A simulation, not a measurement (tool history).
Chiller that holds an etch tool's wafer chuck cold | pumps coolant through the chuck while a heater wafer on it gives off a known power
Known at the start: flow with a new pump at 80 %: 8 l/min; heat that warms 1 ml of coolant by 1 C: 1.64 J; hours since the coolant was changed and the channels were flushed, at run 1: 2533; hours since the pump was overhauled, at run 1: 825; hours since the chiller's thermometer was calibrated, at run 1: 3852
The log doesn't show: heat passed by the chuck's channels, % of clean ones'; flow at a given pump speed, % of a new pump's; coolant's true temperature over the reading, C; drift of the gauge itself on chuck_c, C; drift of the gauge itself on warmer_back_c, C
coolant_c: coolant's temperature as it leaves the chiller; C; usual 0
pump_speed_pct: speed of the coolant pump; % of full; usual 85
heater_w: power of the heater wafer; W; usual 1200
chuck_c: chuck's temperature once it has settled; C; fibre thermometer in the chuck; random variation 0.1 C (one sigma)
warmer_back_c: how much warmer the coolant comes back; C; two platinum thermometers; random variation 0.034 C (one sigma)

run,hour,coolant_c,pump_speed_pct,heater_w,hours since the coolant was changed and the channels were flushed,hours since the pump was overhauled,hours since the chiller's thermometer was calibrated,chuck_c,warmer_back_c
1,0.0,0,85,1200,2533,825,3852,9.1,5.24
2,99.6,0,93,1200,2632,925,3952,8.7,4.73
3,173.4,0,93,1200,2706,998,4025,8.5,4.77
4,237.2,0,93,1200,2770,1062,4089,8.7,4.77
5,326.6,-2,85,1200,2859,1152,4179,7.5,5.31
6,400.1,3,85,1200,2933,1225,4252,12.6,5.21
7,499.4,2,85,1200,3032,1324,4351,11.7,5.22
8,600.5,2,85,1200,3133,1425,4453,11.4,5.31
9,662.7,2,85,1200,3196,1488,4515,11.8,5.25
10,751.5,2,85,1200,3284,1576,4604,11.8,5.32
11,804.7,2,85,1200,3338,1630,4657,11.6,5.25
12,912.0,2,85,1200,3445,1737,4764,11.7,5.31
13,994.5,2,85,1200,3527,1819,4847,11.6,5.28
14,1040.3,2,85,680,3573,1865,4892,7.9,2.95
15,1120.8,4,81,1165,3654,1946,4973,13.9,5.43
# hour 1135.9: chiller's thermometer calibrated
16,1229.3,4,99,1376,3761,2053,93,13.3,5.15
17,1332.4,4,99,1376,3864,2156,197,13.2,5.20
18,1434.9,4,99,1376,3967,2259,299,13.2,5.22
19,1496.9,4,96,1024,4029,2321,361,11.0,4.03
20,1586.0,2,78,1024,4118,2410,450,10.6,4.96
21,1681.7,2,78,1024,4214,2506,546,10.8,4.89
22,1735.6,-7,71,894,4267,2560,600,1.4,4.78
23,1805.7,-4,95,1200,4338,2630,670,4.5,4.71
24,1854.7,-4,95,1200,4387,2679,719,4.8,4.74

Forecast each of these 5 alternatives for the next run:
A,1909.5,0,71,1068,4441,2733,774,?,?
B,1909.5,-4,76,709,4441,2733,774,?,?
C,1909.5,6,77,928,4441,2733,774,?,?
D,1909.5,0,63,1200,4441,2733,774,?,?
E,1909.5,1,84,849,4441,2733,774,?,?

run,chuck_c,warmer_back_c
A,10.2,5.74
B,2.2,3.51
C,14.2,4.64
D,12.8,7.24
E,7.6,3.75
Without the tool's hidden state the same runs would have given:
run,chuck_c,warmer_back_c
A,9.0,5.56
B,1.4,3.40
C,13.2,4.50
D,11.3,7.01
E,6.8,3.62
